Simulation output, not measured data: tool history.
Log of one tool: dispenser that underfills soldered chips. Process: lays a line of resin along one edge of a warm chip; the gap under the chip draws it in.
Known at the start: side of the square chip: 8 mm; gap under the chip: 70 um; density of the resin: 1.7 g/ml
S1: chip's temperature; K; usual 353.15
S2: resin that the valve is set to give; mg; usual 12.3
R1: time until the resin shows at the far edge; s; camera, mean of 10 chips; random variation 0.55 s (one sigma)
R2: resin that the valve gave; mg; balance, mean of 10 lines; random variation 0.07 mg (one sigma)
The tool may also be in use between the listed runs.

run	hour	S1	S2	R1	R2
1	0.0	353.15	12.3	50.3	11.77
2	5.7	353.15	12.3	63.7	11.66
# hour 12.8: new syringe of resin
3	14.1	352.15	12.3	53.1	11.63
4	25.7	352.15	12.3	87.5	11.62
# hour 26.9: new syringe of resin
5	37.5	352.15	12.3	78.1	11.56
# hour 41.3: new syringe of resin
6	45.1	352.15	12.5	58.2	11.68
7	53.5	360.15	12.3	64.9	11.56
# hour 55.1: new syringe of resin
8	62.1	366.15	12.3	43.1	11.37
# hour 66.4: dispensing valve cleaned and set on the balance
# hour 70.5: new syringe of resin
9	73.8	353.15	11.9	56.2	11.78
10	80.6	346.15	11.9	94.1	11.87
# hour 84.8: new syringe of resin
11	91.7	340.15	12.3	101.3	12.24
12	97.2	353.15	15.0	82.0	14.85
# hour 98.6: new syringe of resin
13	105.3	353.15	15.0	63.5	15.00
# hour 113.0: new syringe of resin
14	113.8	363.15	15.1	34.6	14.75
15	122.7	344.15	15.1	95.4	14.62
# hour 127.0: new syringe of resin
16	133.7	341.15	13.5	97.2	13.16
# hour 141.4: new syringe of resin
17	145.4	367.15	13.5	36.6	13.03
18	150.1	367.15	14.8	44.0	14.52
# hour 155.7: new syringe of resin
19	161.2	360.15	12.3	49.7	11.83
# hour 169.7: new syringe of resin
20	171.0	340.15	11.2	82.5	10.61
21	181.2	351.15	15.3	82.9	14.68
# hour 184.0: new syringe of resin
22	189.3	351.15	15.3	63.5	14.61
# hour 198.3: new syringe of resin
23	198.6	351.15	15.3	52.5	14.56
24	204.3	346.15	15.3	79.3	14.61
25	210.2	362.15	13.0	59.8	12.40

Measured less the same run without the tool's hidden state. The same run-to-run variation is in both; the gauge's scatter may not be:
The hidden state here: resin's viscosity, % of fresh resin's; dose that the valve gives, % of what is set; true chip temperature over the reading, C; drift of the gauge itself on fill_s, %; drift of the gauge itself on given_mg, %.
run	R1	R2
1	+4.2	-0.62
2	+17.8	-0.64
3	+6.1	-0.67
4	+39.7	-0.71
5	+30.7	-0.77
6	+11.2	-0.81
7	+28.3	-0.83
8	+12.7	-0.86
9	+10.3	-0.04
10	+36.7	-0.07
11	+30.3	-0.12
12	+36.1	-0.17
13	+18.0	-0.21
14	+2.7	-0.26
15	+35.6	-0.30
16	+28.6	-0.32
17	+7.3	-0.36
18	+15.3	-0.43
19	+13.2	-0.40
20	+9.5	-0.39
21	+35.2	-0.60
22	+15.5	-0.63
23	+4.1	-0.68
24	+22.1	-0.71
25	+25.9	-0.64
